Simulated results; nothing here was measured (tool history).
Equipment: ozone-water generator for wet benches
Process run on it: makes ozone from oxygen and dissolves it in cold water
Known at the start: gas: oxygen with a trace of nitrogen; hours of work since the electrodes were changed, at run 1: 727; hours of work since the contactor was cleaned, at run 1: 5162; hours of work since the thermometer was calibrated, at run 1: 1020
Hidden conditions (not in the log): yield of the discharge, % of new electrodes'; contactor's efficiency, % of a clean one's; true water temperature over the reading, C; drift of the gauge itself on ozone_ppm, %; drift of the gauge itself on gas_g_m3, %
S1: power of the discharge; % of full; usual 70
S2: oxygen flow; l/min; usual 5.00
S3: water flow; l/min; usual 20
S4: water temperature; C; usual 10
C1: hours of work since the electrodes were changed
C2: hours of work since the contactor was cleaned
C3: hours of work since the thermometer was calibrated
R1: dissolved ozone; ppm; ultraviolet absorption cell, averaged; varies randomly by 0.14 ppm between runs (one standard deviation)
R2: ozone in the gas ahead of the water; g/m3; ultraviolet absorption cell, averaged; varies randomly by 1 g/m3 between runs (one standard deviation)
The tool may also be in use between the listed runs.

run,hour,S1,S2,S3,S4,C1,C2,C3,R1,R2
1,0.0,70,5.00,20,10,727,5162,1020,15.1,178.9
2,29.5,70,5.00,20,10,746,5181,1040,14.9,181.2
3,99.1,70,5.00,29,10,791,5226,1085,9.5,179.2
4,131.3,70,5.00,29,10,812,5247,1106,9.8,179.1
5,197.1,70,7.07,20,10,855,5289,1148,15.5,151.7
6,267.8,70,5.00,20,10,901,5335,1194,15.0,180.5
7,339.0,70,5.00,20,10,947,5381,1240,15.2,179.9
8,374.4,70,5.00,20,10,970,5404,1263,15.1,180.9
9,409.4,70,5.00,20,10,993,5427,1286,14.9,180.0
10,454.7,70,5.00,31,10,1022,5457,1315,9.0,177.5
11,503.4,70,5.00,31,10,1054,5488,1347,8.8,179.4
12,560.3,70,4.43,20,10,1091,5525,1384,14.6,190.6
13,602.9,70,4.43,20,10,1118,5553,1411,14.7,190.2
14,665.1,90,7.61,28,10,1159,5593,1452,12.4,168.0
15,733.0,99,7.61,28,6,1203,5637,1496,13.7,177.3
16,772.3,46,8.51,14,5,1228,5662,1521,18.4,107.2
17,830.4,46,8.51,14,5,1266,5700,1559,18.2,108.3

Some steps in R1 between neighbouring runs. How much of each would the tool show without its hidden state too (settings, what came in, random variation), and how much is left for the hidden state, with any gauge scatter that isn't in both results?
Run 9 -> 10: S3 20 -> 31. R1 -5.9 ppm: hidden state +0.4, all else -6.3.
Run 11 -> 12: S2 5.00 -> 4.43, S3 31 -> 20. R1 +5.8 ppm: hidden state -0.5, all else +6.3.
